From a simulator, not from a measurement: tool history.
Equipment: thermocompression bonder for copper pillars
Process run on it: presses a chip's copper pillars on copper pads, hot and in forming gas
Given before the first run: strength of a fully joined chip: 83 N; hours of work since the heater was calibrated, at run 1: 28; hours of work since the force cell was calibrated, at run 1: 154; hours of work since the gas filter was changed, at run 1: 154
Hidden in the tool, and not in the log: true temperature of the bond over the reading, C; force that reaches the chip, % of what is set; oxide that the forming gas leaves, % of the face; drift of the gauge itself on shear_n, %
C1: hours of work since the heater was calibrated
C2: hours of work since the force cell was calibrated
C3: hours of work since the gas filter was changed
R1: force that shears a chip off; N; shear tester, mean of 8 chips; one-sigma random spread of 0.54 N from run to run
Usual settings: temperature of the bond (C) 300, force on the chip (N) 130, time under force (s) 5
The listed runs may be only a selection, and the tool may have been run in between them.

Run 1, day 0.000: usual settings; C1 28; C2 154; C3 154. Result: R1 29.5 N.
Run 2, day 1.121: usual settings; C1 41; C2 167; C3 167. Result: R1 31.2 N.
Run 3, day 1.992: usual settings but force on the chip (N) 94; C1 50; C2 177; C3 177. Result: R1 24.9 N.
Run 4, day 2.604: usual settings but time under force (s) 4; C1 57; C2 184; C3 184. Result: R1 27.9 N.
Run 5, day 3.312: usual settings; C1 65; C2 192; C3 192. Result: R1 29.8 N.
Run 6, day 4.212: usual settings; C1 76; C2 202; C3 202. Result: R1 30.0 N.
Run 7, day 5.150: usual settings; C1 86; C2 213; C3 213. Result: R1 28.7 N.
At day 5.871: forming gas filter changed.
Run 8, day 6.121: usual settings but time under force (s) 3; C1 97; C2 224; C3 3. Result: R1 27.2 N.
Run 9, day 6.804: usual settings but force on the chip (N) 88; C1 105; C2 231; C3 11. Result: R1 26.1 N.
Run 10, day 7.688: usual settings but force on the chip (N) 88; C1 115; C2 241; C3 21. Result: R1 25.4 N.
Run 11, day 8.646: usual settings but time under force (s) 6; C1 126; C2 252; C3 32. Result: R1 33.7 N.
Run 12, day 9.771: usual settings but time under force (s) 6; C1 139; C2 265; C3 44. Result: R1 34.7 N.
Run 13, day 10.896: usual settings but time under force (s) 11; C1 151; C2 278; C3 57. Result: R1 41.8 N.
Run 14, day 11.512: usual settings but time under force (s) 11; C1 158; C2 285; C3 64. Result: R1 42.7 N.
Run 15, day 12.054: usual settings but time under force (s) 11; C1 164; C2 291; C3 70. Result: R1 41.8 N.
Run 16, day 12.983: usual settings but temperature of the bond (C) 280; C1 175; C2 302; C3 81. Result: R1 25.0 N.
Run 17, day 13.692: usual settings but temperature of the bond (C) 319, force on the chip (N) 114, time under force (s) 11; C1 183; C2 310; C3 89. Result: R1 45.2 N.
Run 18, day 14.642: usual settings but temperature of the bond (C) 319, force on the chip (N) 114, time under force (s) 11; C1 194; C2 320; C3 100. Result: R1 44.1 N.
Run 19, day 15.254: usual settings but temperature of the bond (C) 319, force on the chip (N) 114, time under force (s) 11; C1 201; C2 327; C3 107. Result: R1 45.1 N.
Run 20, day 16.038: usual settings but temperature of the bond (C) 297, force on the chip (N) 123, time under force (s) 11; C1 210; C2 336; C3 115. Result: R1 38.1 N.
Run 21, day 16.688: usual settings but temperature of the bond (C) 319, force on the chip (N) 101, time under force (s) 14; C1 217; C2 344; C3 123. Result: R1 45.0 N.

Selected run-to-run steps in R1, each split into two signed amounts: the part the tool would show with no hidden state at all (from settings, incoming material and random variation), and the remainder, which goes to the hidden state together with any gauge scatter not common to the measured and the hidden-state-free results:
Run 7 -> 8: time under force (s) 5 -> 3, forming gas filter changed. R1 -1.5 N: hidden state +3.2, all else -4.7.
Run 15 -> 16: temperature of the bond (C) 300 -> 280, time under force (s) 11 -> 5. R1 -16.8 N: hidden state +0.5, all else -17.3.
Run 16 -> 17: temperature of the bond (C) 280 -> 319, force on the chip (N) 130 -> 114, time under force (s) 5 -> 11. R1 +20.2 N: hidden state -1.1, all else +21.3.
